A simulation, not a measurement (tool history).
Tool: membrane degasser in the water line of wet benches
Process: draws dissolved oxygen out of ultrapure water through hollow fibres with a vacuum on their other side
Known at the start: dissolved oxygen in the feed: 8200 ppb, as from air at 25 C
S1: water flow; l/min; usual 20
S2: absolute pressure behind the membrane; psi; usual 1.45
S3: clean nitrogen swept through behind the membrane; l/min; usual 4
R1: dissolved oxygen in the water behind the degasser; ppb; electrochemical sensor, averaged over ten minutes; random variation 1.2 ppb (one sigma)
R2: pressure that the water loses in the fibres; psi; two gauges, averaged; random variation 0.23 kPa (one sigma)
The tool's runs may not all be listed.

{"run": 1, "hour": 0.0, "S1": 20, "S2": 1.45, "S3": 4, "R1": 127.1, "R2": 9.068}
{"run": 2, "hour": 71.9, "S1": 20, "S2": 1.45, "S3": 4, "R1": 130, "R2": 9.123}
{"run": 3, "hour": 194.3, "S1": 20, "S2": 3.45, "S3": 4, "R1": 296.7, "R2": 9.071}
{"run": 4, "hour": 345.0, "S1": 20, "S2": 3.45, "S3": 4, "R1": 293.7, "R2": 9.146}
{"run": 5, "hour": 417.3, "S1": 20, "S2": 3.45, "S3": 4, "R1": 296.1, "R2": 9.156}
{"run": 6, "hour": 522.0, "S1": 20, "S2": 3.45, "S3": 4, "R1": 294.1, "R2": 9.19}
{"run": 7, "hour": 680.8, "S1": 20, "S2": 3.45, "S3": 6.8, "R1": 200, "R2": 9.168}
{"run": 8, "hour": 779.3, "S1": 20, "S2": 3.45, "S3": 6.8, "R1": 194.9, "R2": 9.187}
{"run": 9, "hour": 860.4, "S1": 20, "S2": 3.45, "S3": 6.8, "R1": 201.4, "R2": 9.174}
{"run": 10, "hour": 945.4, "S1": 20, "S2": 1.45, "S3": 1.63, "R1": 246.9, "R2": 9.236}
{"run": 11, "hour": 1041.7, "S1": 20, "S2": 1.45, "S3": 4, "R1": 136.4, "R2": 9.243}
{"run": 12, "hour": 1195.2, "S1": 20, "S2": 1.45, "S3": 8.52, "R1": 88.2, "R2": 9.235}
{"run": 13, "hour": 1327.0, "S1": 20, "S2": 1.45, "S3": 8.52, "R1": 89.4, "R2": 9.237}
{"run": 14, "hour": 1433.9, "S1": 20, "S2": 1.45, "S3": 10.99, "R1": 79.3, "R2": 9.258}
{"run": 15, "hour": 1585.8, "S1": 20, "S2": 1.45, "S3": 4, "R1": 136, "R2": 9.265}
{"hour": 1633.4, "done": "seals of the vacuum lines changed"}
{"hour": 1649.0, "done": "vacuum gauge calibrated"}
{"run": 16, "hour": 1670.7, "S1": 20, "S2": 1.45, "S3": 4, "R1": 127.7, "R2": 9.303}
{"run": 17, "hour": 1834.8, "S1": 21, "S2": 0.93, "S3": 2.67, "R1": 118.5, "R2": 9.77}
{"run": 18, "hour": 2011.6, "S1": 21, "S2": 0.93, "S3": 2.67, "R1": 121.3, "R2": 9.839}
{"run": 19, "hour": 2114.1, "S1": 24, "S2": 1.45, "S3": 2.56, "R1": 249.3, "R2": 11.162}
{"run": 20, "hour": 2258.3, "S1": 20, "S2": 1.94, "S3": 4, "R1": 173.1, "R2": 9.358}
{"run": 21, "hour": 2337.2, "S1": 23, "S2": 3.1, "S3": 4, "R1": 333.5, "R2": 10.81}
{"run": 22, "hour": 2412.0, "S1": 23, "S2": 3.1, "S3": 4, "R1": 336.3, "R2": 10.813}
{"run": 23, "hour": 2561.1, "S1": 20, "S2": 2.99, "S3": 4.97, "R1": 217.7, "R2": 9.438}
{"run": 24, "hour": 2730.7, "S1": 30, "S2": 1.45, "S3": 1.64, "R1": 507.1, "R2": 14.054}
{"run": 25, "hour": 2851.2, "S1": 19, "S2": 1.64, "S3": 4, "R1": 133.1, "R2": 8.958}
{"run": 26, "hour": 2982.8, "S1": 19, "S2": 1.64, "S3": 4, "R1": 135.3, "R2": 9.014}
{"run": 27, "hour": 3150.7, "S1": 19, "S2": 1.64, "S3": 4, "R1": 135.6, "R2": 9.016}
{"run": 28, "hour": 3293.7, "S1": 20, "S2": 1.49, "S3": 4, "R1": 139.7, "R2": 9.454}
{"run": 29, "hour": 3462.6, "S1": 20, "S2": 1.49, "S3": 4, "R1": 140.9, "R2": 9.583}
{"run": 30, "hour": 3555.4, "S1": 24, "S2": 1.81, "S3": 5.86, "R1": 210.1, "R2": 11.493}
{"run": 31, "hour": 3695.4, "S1": 20, "S2": 1.45, "S3": 4.01, "R1": 136.5, "R2": 9.529}

Forecast each of these 5 alternatives for the next run:
{"run": "A", "hour": 3815.4, "S1": 13, "S2": 1.58, "S3": 3.79, "R1": "?", "R2": "?"}
{"run": "B", "hour": 3815.4, "S1": 12, "S2": 1.45, "S3": 2.94, "R1": "?", "R2": "?"}
{"run": "C", "hour": 3815.4, "S1": 14, "S2": 1.45, "S3": 3.6, "R1": "?", "R2": "?"}
{"run": "D", "hour": 3815.4, "S1": 22, "S2": 1.57, "S3": 4.03, "R1": "?", "R2": "?"}
{"run": "E", "hour": 3815.4, "S1": 25, "S2": 1.35, "S3": 4.01, "R1": "?", "R2": "?"}

run=A R1=73.4 R2=6.234
run=B R1=75.1 R2=5.733
run=C R1=75 R2=6.708
run=D R1=181.8 R2=10.581
run=E R1=228.9 R2=11.928
Without the tool's hidden state the same runs would have given:
run=A R1=67.4 R2=5.641
run=B R1=69.8 R2=5.187
run=C R1=67.6 R2=6.07
run=D R1=147.5 R2=9.575
run=E R1=178.4 R2=10.789

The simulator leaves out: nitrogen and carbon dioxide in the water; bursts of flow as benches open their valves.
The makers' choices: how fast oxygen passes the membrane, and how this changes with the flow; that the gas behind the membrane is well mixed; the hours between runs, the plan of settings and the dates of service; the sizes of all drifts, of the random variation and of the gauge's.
